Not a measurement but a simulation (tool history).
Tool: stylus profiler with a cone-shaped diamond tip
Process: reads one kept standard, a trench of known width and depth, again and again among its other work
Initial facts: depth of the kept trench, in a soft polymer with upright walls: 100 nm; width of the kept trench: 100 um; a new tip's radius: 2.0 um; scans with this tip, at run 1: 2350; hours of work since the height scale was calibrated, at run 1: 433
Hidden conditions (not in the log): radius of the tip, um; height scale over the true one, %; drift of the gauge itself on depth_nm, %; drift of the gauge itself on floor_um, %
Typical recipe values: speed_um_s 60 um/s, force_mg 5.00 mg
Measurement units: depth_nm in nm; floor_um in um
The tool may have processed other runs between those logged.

run,day,speed_um_s,force_mg,scans with this tip,hours of work since the height scale was calibrated,depth_nm,floor_um
1,0.000,60,5.00,2350,433,100.95,98.61
2,0.646,60,5.00,2417,445,101.09,98.62
3,1.204,60,5.00,2475,455,101.03,98.64
4,1.808,60,5.00,2537,467,101.01,98.68
5,2.258,60,5.00,2584,476,101.04,98.65
6,2.846,157,5.00,2645,487,101.04,98.45
7,3.133,157,5.00,2675,492,101.09,98.41
8,3.808,146,5.00,2744,505,101.05,98.53
9,4.208,146,5.00,2786,513,101.07,98.57
10,4.867,60,5.29,2854,525,101.07,98.67
11,5.467,70,5.00,2916,537,101.12,98.64
12,6.112,24,5.00,2983,549,101.04,98.77
13,6.679,24,5.00,3042,560,101.06,98.69
14,6.988,60,5.00,3074,566,101.01,98.66
15,7.438,60,5.00,3121,574,101.01,98.64
16,8.058,60,5.00,3185,586,101.13,98.62
17,8.708,60,5.00,3252,599,101.13,98.61
18,9.146,60,5.00,3297,607,101.19,98.60
19,9.746,60,10.64,3360,618,101.77,98.68
20,10.146,60,10.64,3401,626,101.80,98.66
21,10.429,60,10.64,3431,631,101.84,98.68
22,10.771,60,10.64,3466,638,101.66,98.65
23,11.242,60,9.78,3515,647,101.60,98.66
24,11.512,62,3.87,3543,652,100.90,98.64
25,11.908,28,7.34,3584,660,101.36,98.73
26,12.429,28,7.34,3638,670,101.23,98.70
27,12.838,190,4.77,3680,677,100.94,98.37
28,13.371,190,4.77,3736,688,100.88,98.39
29,13.758,190,4.77,3776,695,100.97,98.40
30,14.429,190,4.77,3845,708,101.09,98.37
31,14.825,190,4.77,3886,715,101.00,98.40
32,15.129,190,4.77,3918,721,101.04,98.40
33,15.450,23,3.83,3951,727,100.99,98.69
34,16.112,23,3.83,4019,740,100.84,98.69
35,16.738,23,3.83,4084,752,100.91,98.65
36,17.250,23,3.83,4137,762,100.85,98.67
37,17.662,60,2.20,4180,769,100.63,98.58
38,18.292,69,5.48,4245,781,101.06,98.58
39,18.625,69,6.72,4280,788,101.30,98.69
40,19.279,69,6.72,4348,800,101.30,98.56
41,19.638,16,6.56,4385,807,101.20,98.78
42,20.154,96,8.11,4438,817,101.49,98.58
43,20.671,33,3.33,4492,827,100.63,98.67
44,21.225,33,3.33,4549,837,100.80,98.64
45,21.808,33,3.33,4610,848,100.87,98.71
46,22.233,157,7.46,4654,857,101.33,98.54

Alternative continuations, all from the tool just after run 46; predict every row:
A,22.567,113,5.79,4688,863,?,?
B,22.567,151,3.60,4688,863,?,?
C,22.567,157,2.58,4688,863,?,?
D,22.567,157,2.71,4688,863,?,?
E,22.567,38,9.71,4688,863,?,?

run,depth_nm,floor_um
A,101.16,98.58
B,100.72,98.45
C,100.70,98.35
D,100.70,98.37
E,101.70,98.70
Had the tool no hidden state, the same runs would have come out as:
run,depth_nm,floor_um
A,101.17,98.59
B,100.73,98.45
C,100.71,98.36
D,100.71,98.38
E,101.71,98.71
